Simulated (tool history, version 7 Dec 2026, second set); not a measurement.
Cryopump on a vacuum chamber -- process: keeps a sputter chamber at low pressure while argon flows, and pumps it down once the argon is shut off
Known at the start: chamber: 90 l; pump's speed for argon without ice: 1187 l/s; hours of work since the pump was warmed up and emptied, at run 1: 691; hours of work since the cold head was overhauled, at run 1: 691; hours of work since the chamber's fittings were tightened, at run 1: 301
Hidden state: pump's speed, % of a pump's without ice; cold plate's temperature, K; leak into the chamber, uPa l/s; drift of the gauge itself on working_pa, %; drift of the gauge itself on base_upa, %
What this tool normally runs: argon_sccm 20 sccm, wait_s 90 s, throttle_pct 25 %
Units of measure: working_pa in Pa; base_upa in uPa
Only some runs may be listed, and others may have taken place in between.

run,hour,argon_sccm,wait_s,throttle_pct,hours of work since the pump was warmed up and emptied,hours of work since the cold head was overhauled,hours of work since the chamber's fittings were tightened,working_pa,base_upa
1,0,20,90,25,691,691,301,0.123,1.7
2,68.5,29,90,25,737,737,347,0.1815,1.62
3,116.6,29,90,25,769,769,379,0.181,1.75
4,195.7,29,90,25,823,823,433,0.1833,1.69
5,233.7,20,24,25,848,848,458,0.126,5.12
6,288.2,15,24,25,885,885,495,0.0951,5.12
7,348.9,20,25,25,926,926,536,0.1267,5.04
# hour 378.1: pump warmed up, emptied and cooled again
8,398.7,20,90,25,14,956,566,0.1151,1.61
9,476.8,20,90,25,67,1009,619,0.1148,1.59
10,533.6,20,90,25,105,1047,657,0.1159,1.62
11,600.3,20,90,25,150,1092,702,0.1159,1.63
12,633.2,20,90,25,172,1114,724,0.1166,1.69
13,695.3,11,31,32,214,1156,766,0.0508,4.02
14,731.4,9,201,25,238,1181,791,0.0534,1
15,784.4,23,30,22,274,1216,826,0.1524,4.22
16,855.1,35,30,22,322,1264,874,0.233,4.2
17,903.1,35,181,22,354,1297,906,0.2342,1.06
18,952.7,35,134,22,388,1330,940,0.2346,1.27
19,1031.1,13,71,19,441,1383,993,0.1022,2.04
20,1110.6,29,90,19,494,1436,1046,0.2266,1.74
21,1185.1,25,115,25,544,1487,1097,0.1519,1.48
22,1227.9,25,115,25,573,1516,1126,0.1501,1.59

Below are 3 alternative next runs, each starting from the tool's condition after run 22. Predict each:
A,1268.6,20,113,53,601,1543,1153,?,?
B,1268.6,8,38,38,601,1543,1153,?,?
C,1268.6,25,115,28,601,1543,1153,?,?

run,working_pa,base_upa
A,0.0604,1.56
B,0.0336,3.44
C,0.1373,1.55
Had the tool no hidden state, the same runs would have come out as:
run,working_pa,base_upa
A,0.0528,1.27
B,0.0305,3.16
C,0.1277,1.25
